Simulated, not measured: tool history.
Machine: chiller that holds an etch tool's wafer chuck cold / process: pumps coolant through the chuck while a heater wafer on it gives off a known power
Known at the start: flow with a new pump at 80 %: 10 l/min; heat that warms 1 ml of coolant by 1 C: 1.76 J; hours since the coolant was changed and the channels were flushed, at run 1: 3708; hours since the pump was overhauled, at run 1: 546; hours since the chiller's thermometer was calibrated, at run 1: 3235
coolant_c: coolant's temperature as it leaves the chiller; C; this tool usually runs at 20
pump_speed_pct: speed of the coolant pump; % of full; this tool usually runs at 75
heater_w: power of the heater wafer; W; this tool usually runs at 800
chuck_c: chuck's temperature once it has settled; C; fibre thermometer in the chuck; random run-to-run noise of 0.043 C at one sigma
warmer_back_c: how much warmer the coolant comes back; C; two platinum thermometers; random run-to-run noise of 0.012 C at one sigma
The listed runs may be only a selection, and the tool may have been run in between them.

run    hour  coolant_c  pump_speed_pct  heater_w  hours since the coolant was changed and the channels were flushed  hours since the pump was overhauled  hours since the chiller's thermometer was calibrated  chuck_c  warmer_back_c
  1       0         20              75       800                                                               3708                                  546                                                  3235    26.23           2.94
  2   166.4         20              75       800                                                               3874                                  712                                                  3401    26.21           2.94
  3   244.1         20              75       800                                                               3952                                  790                                                  3479    26.25           2.95
  4     405         20              75       800                                                               4113                                  951                                                  3640    26.22           2.93
  5   588.5         20              75       800                                                               4296                                 1135                                                  3823    26.32           2.94
  6   759.3         20              72       800                                                               4467                                 1305                                                  3994    26.51           3.08
  7   835.2         20              72       800                                                               4543                                 1381                                                  4070    26.55           3.09
  8     999         20              75      1023                                                               4707                                 1545                                                  4234    28.01           3.77
  9  1111.1         20              75      1023                                                               4819                                 1657                                                  4346    28.07           3.78
 10  1197.7         20              75       434                                                               4905                                 1744                                                  4432    23.57            1.6
     1206.3  -- chiller's thermometer calibrated
     1348.1  -- coolant changed, channels flushed
 11  1353.3         20              75      1003                                                                  5                                 1892                                                   141    27.66           3.72
 12  1436.3         22              75       800                                                                 88                                 1975                                                   224    28.19           2.98
 13    1547         20              70       800                                                                199                                 2086                                                   335    26.64           3.19
 14  1714.2         20              70       800                                                                366                                 2253                                                   502    26.57            3.2
 15  1862.2         20              70       800                                                                514                                 2401                                                   650    26.71           3.19
 16  2020.3         20              70       800                                                                672                                 2559                                                   808    26.66            3.2
 17  2189.5         20              70       800                                                                841                                 2729                                                   977    26.73           3.21
       2318  -- chiller's thermometer calibrated, once more
 18  2339.6         17              70       552                                                                991                                 2878                                                    22    21.34           2.24
 19  2472.3         10              75       939                                                               1123                                 3010                                                   154       17            3.5
 20  2579.7         12              62       939                                                               1231                                 3118                                                   262     20.2           4.29
 21  2720.6         12              62       939                                                               1372                                 3259                                                   403    20.27           4.28
 22  2883.1         12              62       939                                                               1534                                 3421                                                   565    20.26           4.31
 23  2965.8         20              62       480                                                               1617                                 3504                                                   648    24.22           2.21
 24  3123.7         20              99       952                                                               1775                                 3662                                                   806    25.67           2.66
 25  3232.5         18              68       800                                                               1883                                 3771                                                   914     24.6           3.33
 26  3361.6         18              68       800                                                               2012                                 3900                                                  1044    24.67           3.34
 27  3503.4         14              75       420                                                               2154                                 4041                                                  1185    17.29           1.57
 28    3603         10              66       800                                                               2254                                 4141                                                  1285    16.85           3.46
 29  3713.9         12              81       443                                                               2365                                 4252                                                  1396     15.2           1.54
 30  3829.8         14              76       826                                                               2481                                 4368                                                  1512    20.23           3.08
 31  4007.6         14              76       826                                                               2659                                 4546                                                  1690    20.29           3.07

4 options for the next run, each taken on its own from the tool as it stands now. Forecast them:
  A  4142.8         14              85       826                                                               2794                                 4681                                                  1825        ?              ?
  B  4142.8         15              76       697                                                               2794                                 4681                                                  1825        ?              ?
  C  4142.8         30              75       803                                                               2794                                 4681                                                  1825        ?              ?
  D  4142.8         20              77       800                                                               2794                                 4681                                                  1825        ?              ?

run  chuck_c  warmer_back_c
  A    19.79           2.73
  B    20.34           2.59
  C    36.28           3.05
  D    26.04           2.93
Had the tool no hidden state, the same runs would have come out as:
run  chuck_c  warmer_back_c
  A    19.43           2.64
  B    20.01            2.5
  C     35.9           2.95
  D    25.68           2.83

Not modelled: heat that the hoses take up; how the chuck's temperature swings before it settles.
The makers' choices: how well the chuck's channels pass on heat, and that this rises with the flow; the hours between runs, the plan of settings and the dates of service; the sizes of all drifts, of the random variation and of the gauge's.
